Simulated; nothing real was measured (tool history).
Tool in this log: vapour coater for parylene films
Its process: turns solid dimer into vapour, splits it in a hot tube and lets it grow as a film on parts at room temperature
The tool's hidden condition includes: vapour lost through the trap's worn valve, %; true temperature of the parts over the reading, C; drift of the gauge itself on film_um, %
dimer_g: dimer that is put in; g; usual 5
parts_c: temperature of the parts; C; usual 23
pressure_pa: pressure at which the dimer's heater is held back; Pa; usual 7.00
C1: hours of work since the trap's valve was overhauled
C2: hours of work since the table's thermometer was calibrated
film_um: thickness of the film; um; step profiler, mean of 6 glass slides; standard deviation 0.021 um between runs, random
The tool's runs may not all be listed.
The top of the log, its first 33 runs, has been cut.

run 34 hour=2003.7 | dimer_g=5 parts_c=17 pressure_pa=2.74 | C1=42 C2=622 | film_um=0.97
run 35 hour=2072.7 | dimer_g=5 parts_c=17 pressure_pa=2.74 | C1=91 C2=671 | film_um=1.00
run 36 hour=2127.9 | dimer_g=5 parts_c=17 pressure_pa=2.74 | C1=130 C2=710 | film_um=0.99
run 37 hour=2162.2 | dimer_g=4 parts_c=25 pressure_pa=7.00 | C1=154 C2=734 | film_um=0.64
run 38 hour=2237.4 | dimer_g=5 parts_c=31 pressure_pa=11.25 | C1=207 C2=787 | film_um=0.69
run 39 hour=2274.5 | dimer_g=3 parts_c=28 pressure_pa=11.25 | C1=234 C2=813 | film_um=0.42
run 40 hour=2345.1 | dimer_g=5 parts_c=23 pressure_pa=6.14 | C1=284 C2=863 | film_um=0.79
run 41 hour=2384.4 | dimer_g=5 parts_c=23 pressure_pa=6.14 | C1=311 C2=891 | film_um=0.75
run 42 hour=2429.0 | dimer_g=6 parts_c=23 pressure_pa=7.00 | C1=343 C2=923 | film_um=0.92
run 43 hour=2464.5 | dimer_g=5 parts_c=24 pressure_pa=2.04 | C1=368 C2=948 | film_um=0.81

Below are 4 alternative next runs, each starting from the tool's condition after run 43. Predict each:
-- hour=2507.3 trap's valve overhauled
run A hour=2536.7 | dimer_g=3 parts_c=24 pressure_pa=2.04 | C1=21 C2=996 | film_um=?
-- hour=2507.3 trap's valve overhauled
run B hour=2536.7 | dimer_g=7 parts_c=24 pressure_pa=2.04 | C1=21 C2=996 | film_um=?
-- hour=2507.3 trap's valve overhauled
run C hour=2536.7 | dimer_g=5 parts_c=23 pressure_pa=3.00 | C1=21 C2=996 | film_um=?
-- hour=2507.3 trap's valve overhauled
run D hour=2536.7 | dimer_g=3 parts_c=26 pressure_pa=2.04 | C1=21 C2=996 | film_um=?

run=A film_um=0.55
run=B film_um=1.29
run=C film_um=0.91
run=D film_um=0.52
Take away the tool's hidden state, keep each run's random variation, and the runs would have read:
run=A film_um=0.54
run=B film_um=1.29
run=C film_um=0.91
run=D film_um=0.52

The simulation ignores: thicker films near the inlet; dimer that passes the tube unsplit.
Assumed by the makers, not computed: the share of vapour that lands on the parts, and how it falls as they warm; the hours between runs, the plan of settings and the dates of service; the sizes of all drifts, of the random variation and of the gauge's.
